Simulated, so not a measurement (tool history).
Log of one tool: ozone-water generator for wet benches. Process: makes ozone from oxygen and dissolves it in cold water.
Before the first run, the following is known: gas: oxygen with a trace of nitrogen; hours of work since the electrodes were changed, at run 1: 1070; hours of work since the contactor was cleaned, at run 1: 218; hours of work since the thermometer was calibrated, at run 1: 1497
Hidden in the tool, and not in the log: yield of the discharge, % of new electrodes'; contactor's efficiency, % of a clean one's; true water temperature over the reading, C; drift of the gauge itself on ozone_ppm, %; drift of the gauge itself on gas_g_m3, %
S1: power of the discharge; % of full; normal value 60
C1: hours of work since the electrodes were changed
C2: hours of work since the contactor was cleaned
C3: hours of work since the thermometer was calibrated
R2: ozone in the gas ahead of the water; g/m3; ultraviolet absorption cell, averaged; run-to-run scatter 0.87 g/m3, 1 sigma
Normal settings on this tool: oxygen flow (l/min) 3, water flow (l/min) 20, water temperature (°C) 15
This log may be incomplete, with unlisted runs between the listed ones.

{"run": 1, "hour": 0.0, "S1": 60, "oxygen flow (l/min)": 3, "water flow (l/min)": 20, "water temperature (°C)": 15, "C1": 1070, "C2": 218, "C3": 1497, "dissolved ozone (ppm)": 9.5, "R2": 139.2}
{"run": 2, "hour": 30.5, "S1": 60, "oxygen flow (l/min)": 3, "water flow (l/min)": 20, "water temperature (°C)": 15, "C1": 1093, "C2": 240, "C3": 1520, "dissolved ozone (ppm)": 9.1, "R2": 141}
{"run": 3, "hour": 49.7, "S1": 60, "oxygen flow (l/min)": 3, "water flow (l/min)": 20, "water temperature (°C)": 15, "C1": 1107, "C2": 254, "C3": 1534, "dissolved ozone (ppm)": 9.1, "R2": 138.8}
{"run": 4, "hour": 67.9, "S1": 60, "oxygen flow (l/min)": 3, "water flow (l/min)": 20, "water temperature (°C)": 15, "C1": 1120, "C2": 268, "C3": 1547, "dissolved ozone (ppm)": 9.5, "R2": 140.9}
{"run": 5, "hour": 94.7, "S1": 98, "oxygen flow (l/min)": 3, "water flow (l/min)": 20, "water temperature (°C)": 15, "C1": 1140, "C2": 287, "C3": 1567, "dissolved ozone (ppm)": 13.5, "R2": 202.2}
{"run": 6, "hour": 121.2, "S1": 67, "oxygen flow (l/min)": 3, "water flow (l/min)": 20, "water temperature (°C)": 15, "C1": 1159, "C2": 307, "C3": 1586, "dissolved ozone (ppm)": 10, "R2": 151.4}
{"run": 7, "hour": 155.5, "S1": 67, "oxygen flow (l/min)": 3, "water flow (l/min)": 20, "water temperature (°C)": 15, "C1": 1184, "C2": 332, "C3": 1611, "dissolved ozone (ppm)": 10.2, "R2": 151.1}
{"run": 8, "hour": 188.0, "S1": 67, "oxygen flow (l/min)": 3, "water flow (l/min)": 20, "water temperature (°C)": 15, "C1": 1208, "C2": 356, "C3": 1635, "dissolved ozone (ppm)": 10.1, "R2": 149.8}
{"run": 9, "hour": 226.1, "S1": 60, "oxygen flow (l/min)": 1.59, "water flow (l/min)": 20, "water temperature (°C)": 15, "C1": 1236, "C2": 384, "C3": 1663, "dissolved ozone (ppm)": 8.3, "R2": 198.4}
{"run": 10, "hour": 250.0, "S1": 60, "oxygen flow (l/min)": 3, "water flow (l/min)": 20, "water temperature (°C)": 15, "C1": 1254, "C2": 401, "C3": 1680, "dissolved ozone (ppm)": 9.3, "R2": 139.2}
{"run": 11, "hour": 268.0, "S1": 60, "oxygen flow (l/min)": 3, "water flow (l/min)": 20, "water temperature (°C)": 15, "C1": 1267, "C2": 414, "C3": 1694, "dissolved ozone (ppm)": 9.5, "R2": 140.7}
{"run": 12, "hour": 305.3, "S1": 79, "oxygen flow (l/min)": 3, "water flow (l/min)": 20, "water temperature (°C)": 15, "C1": 1294, "C2": 442, "C3": 1721, "dissolved ozone (ppm)": 11.4, "R2": 168.7}
{"run": 13, "hour": 323.9, "S1": 79, "oxygen flow (l/min)": 3, "water flow (l/min)": 20, "water temperature (°C)": 15, "C1": 1308, "C2": 455, "C3": 1735, "dissolved ozone (ppm)": 11.3, "R2": 169.3}
{"run": 14, "hour": 349.6, "S1": 60, "oxygen flow (l/min)": 5.3, "water flow (l/min)": 30, "water temperature (°C)": 12, "C1": 1327, "C2": 474, "C3": 1754, "dissolved ozone (ppm)": 7, "R2": 102.8}
{"run": 15, "hour": 385.9, "S1": 60, "oxygen flow (l/min)": 5.3, "water flow (l/min)": 30, "water temperature (°C)": 12, "C1": 1353, "C2": 501, "C3": 1780, "dissolved ozone (ppm)": 7.1, "R2": 102}
{"run": 16, "hour": 410.4, "S1": 60, "oxygen flow (l/min)": 2.61, "water flow (l/min)": 20, "water temperature (°C)": 14, "C1": 1371, "C2": 519, "C3": 1798, "dissolved ozone (ppm)": 9.1, "R2": 150.6}
{"run": 17, "hour": 444.3, "S1": 60, "oxygen flow (l/min)": 2.71, "water flow (l/min)": 12, "water temperature (°C)": 15, "C1": 1396, "C2": 544, "C3": 1823, "dissolved ozone (ppm)": 14.7, "R2": 147.4}
{"run": 18, "hour": 486.8, "S1": 60, "oxygen flow (l/min)": 4.4, "water flow (l/min)": 20, "water temperature (°C)": 18, "C1": 1427, "C2": 575, "C3": 1854, "dissolved ozone (ppm)": 9.3, "R2": 113.4}
{"run": 19, "hour": 514.5, "S1": 57, "oxygen flow (l/min)": 2.24, "water flow (l/min)": 28, "water temperature (°C)": 12, "C1": 1447, "C2": 595, "C3": 1874, "dissolved ozone (ppm)": 5.9, "R2": 156.7}
{"run": 20, "hour": 542.7, "S1": 60, "oxygen flow (l/min)": 1.51, "water flow (l/min)": 20, "water temperature (°C)": 23, "C1": 1468, "C2": 616, "C3": 1895, "dissolved ozone (ppm)": 7.7, "R2": 203}
{"run": 21, "hour": 584.8, "S1": 60, "oxygen flow (l/min)": 1.51, "water flow (l/min)": 20, "water temperature (°C)": 23, "C1": 1499, "C2": 647, "C3": 1926, "dissolved ozone (ppm)": 7.5, "R2": 201.9}
{"run": 22, "hour": 603.5, "S1": 60, "oxygen flow (l/min)": 1.51, "water flow (l/min)": 20, "water temperature (°C)": 23, "C1": 1513, "C2": 660, "C3": 1940, "dissolved ozone (ppm)": 7.6, "R2": 200.6}
{"run": 23, "hour": 641.7, "S1": 60, "oxygen flow (l/min)": 1.51, "water flow (l/min)": 20, "water temperature (°C)": 23, "C1": 1541, "C2": 688, "C3": 1968, "dissolved ozone (ppm)": 7.6, "R2": 200.9}
{"run": 24, "hour": 672.1, "S1": 68, "oxygen flow (l/min)": 1.56, "water flow (l/min)": 24, "water temperature (°C)": 8, "C1": 1563, "C2": 711, "C3": 1990, "dissolved ozone (ppm)": 7.3, "R2": 216.6}

3 ways to go on from here, each from the tool as it stands after run 24. What would each give?
{"run": "A", "hour": 701.9, "S1": 68, "oxygen flow (l/min)": 3.57, "water flow (l/min)": 24, "water temperature (°C)": 8, "C1": 1585, "C2": 733, "C3": 2012, "dissolved ozone (ppm)": "?", "R2": "?"}
{"run": "B", "hour": 701.9, "S1": 68, "oxygen flow (l/min)": 3.78, "water flow (l/min)": 24, "water temperature (°C)": 8, "C1": 1585, "C2": 733, "C3": 2012, "dissolved ozone (ppm)": "?", "R2": "?"}
{"run": "C", "hour": 701.9, "S1": 60, "oxygen flow (l/min)": 3, "water flow (l/min)": 20, "water temperature (°C)": 8, "C1": 1585, "C2": 733, "C3": 2012, "dissolved ozone (ppm)": "?", "R2": "?"}

run=A dissolved_ozone_(ppm)=9.2 R2=136.7
run=B dissolved_ozone_(ppm)=9.4 R2=133.9
run=C dissolved_ozone_(ppm)=10 R2=137.9
Had the tool no hidden state, the same runs would have come out as:
run=A dissolved_ozone_(ppm)=9.5 R2=140.3
run=B dissolved_ozone_(ppm)=9.7 R2=137.4
run=C dissolved_ozone_(ppm)=10.3 R2=141.2

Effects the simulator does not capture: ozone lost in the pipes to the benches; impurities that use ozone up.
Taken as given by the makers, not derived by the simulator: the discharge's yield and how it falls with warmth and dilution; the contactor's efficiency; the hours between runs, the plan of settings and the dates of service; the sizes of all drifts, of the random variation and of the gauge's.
